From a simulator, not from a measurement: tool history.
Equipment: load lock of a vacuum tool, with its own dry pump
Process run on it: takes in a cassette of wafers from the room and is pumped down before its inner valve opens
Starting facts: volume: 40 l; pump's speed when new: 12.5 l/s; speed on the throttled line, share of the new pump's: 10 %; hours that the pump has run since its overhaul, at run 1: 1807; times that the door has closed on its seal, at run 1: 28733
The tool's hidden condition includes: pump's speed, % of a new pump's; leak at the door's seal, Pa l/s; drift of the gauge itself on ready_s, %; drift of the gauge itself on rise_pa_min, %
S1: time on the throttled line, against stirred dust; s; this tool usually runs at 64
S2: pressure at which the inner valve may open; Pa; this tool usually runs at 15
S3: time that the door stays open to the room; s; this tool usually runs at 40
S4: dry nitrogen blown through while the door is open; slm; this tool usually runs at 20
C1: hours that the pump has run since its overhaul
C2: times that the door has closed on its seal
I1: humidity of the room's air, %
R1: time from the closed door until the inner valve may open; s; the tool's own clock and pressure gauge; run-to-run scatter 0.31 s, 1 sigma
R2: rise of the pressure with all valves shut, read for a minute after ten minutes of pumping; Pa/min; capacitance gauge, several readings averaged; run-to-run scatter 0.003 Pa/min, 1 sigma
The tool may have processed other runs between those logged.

{"run": 1, "hour": 0.0, "S1": 64, "S2": 15, "S3": 40, "S4": 20, "C1": 1807, "C2": 28733, "I1": 48.2, "R1": 85.7, "R2": 0.036}
{"run": 2, "hour": 137.7, "S1": 64, "S2": 15, "S3": 40, "S4": 20, "C1": 1945, "C2": 29377, "I1": 44.9, "R1": 86.5, "R2": 0.033}
{"run": 3, "hour": 213.2, "S1": 64, "S2": 15, "S3": 40, "S4": 20, "C1": 2021, "C2": 29729, "I1": 47.2, "R1": 86.1, "R2": 0.039}
{"run": 4, "hour": 361.6, "S1": 64, "S2": 15, "S3": 40, "S4": 20, "C1": 2169, "C2": 30423, "I1": 44.4, "R1": 86.6, "R2": 0.04}
{"run": 5, "hour": 513.8, "S1": 64, "S2": 15, "S3": 40, "S4": 20, "C1": 2321, "C2": 31134, "I1": 44.9, "R1": 86.5, "R2": 0.038}
{"run": 6, "hour": 589.0, "S1": 64, "S2": 15, "S3": 40, "S4": 20, "C1": 2396, "C2": 31486, "I1": 43.4, "R1": 86.6, "R2": 0.03}
{"run": 7, "hour": 661.9, "S1": 64, "S2": 28, "S3": 40, "S4": 20, "C1": 2469, "C2": 31826, "I1": 43.4, "R1": 84.6, "R2": 0.035}
{"run": 8, "hour": 818.2, "S1": 64, "S2": 28, "S3": 40, "S4": 20, "C1": 2626, "C2": 32557, "I1": 44.9, "R1": 84.6, "R2": 0.035}
{"run": 9, "hour": 936.6, "S1": 39, "S2": 24, "S3": 40, "S4": 20, "C1": 2744, "C2": 33110, "I1": 44.5, "R1": 61.8, "R2": 0.031}
{"run": 10, "hour": 1043.6, "S1": 72, "S2": 15, "S3": 40, "S4": 23, "C1": 2851, "C2": 33610, "I1": 44.8, "R1": 93.9, "R2": 0.031}
{"run": 11, "hour": 1178.5, "S1": 51, "S2": 11, "S3": 33, "S4": 33, "C1": 2986, "C2": 34241, "I1": 44.4, "R1": 75.2, "R2": 0.026}

Here are 4 independent what-if runs from the current tool condition. What would each one return?
{"run": "A", "hour": 1276.5, "S1": 81, "S2": 15, "S3": 119, "S4": 20, "C1": 3084, "C2": 34698, "I1": 48, "R1": "?", "R2": "?"}
{"run": "B", "hour": 1276.5, "S1": 115, "S2": 15, "S3": 40, "S4": 15, "C1": 3084, "C2": 34698, "I1": 44, "R1": "?", "R2": "?"}
{"run": "C", "hour": 1276.5, "S1": 51, "S2": 25, "S3": 240, "S4": 36, "C1": 3084, "C2": 34698, "I1": 42.7, "R1": "?", "R2": "?"}
{"run": "D", "hour": 1276.5, "S1": 86, "S2": 11, "S3": 41, "S4": 6, "C1": 3084, "C2": 34698, "I1": 43.8, "R1": "?", "R2": "?"}

run=A R1=102 R2=0.065
run=B R1=132.5 R2=0.037
run=C R1=73.1 R2=0.067
run=D R1=107.6 R2=0.039
Without the tool's hidden state the same runs would have given:
run=A R1=102 R2=0.065
run=B R1=132.5 R2=0.037
run=C R1=73.1 R2=0.066
run=D R1=107.6 R2=0.038

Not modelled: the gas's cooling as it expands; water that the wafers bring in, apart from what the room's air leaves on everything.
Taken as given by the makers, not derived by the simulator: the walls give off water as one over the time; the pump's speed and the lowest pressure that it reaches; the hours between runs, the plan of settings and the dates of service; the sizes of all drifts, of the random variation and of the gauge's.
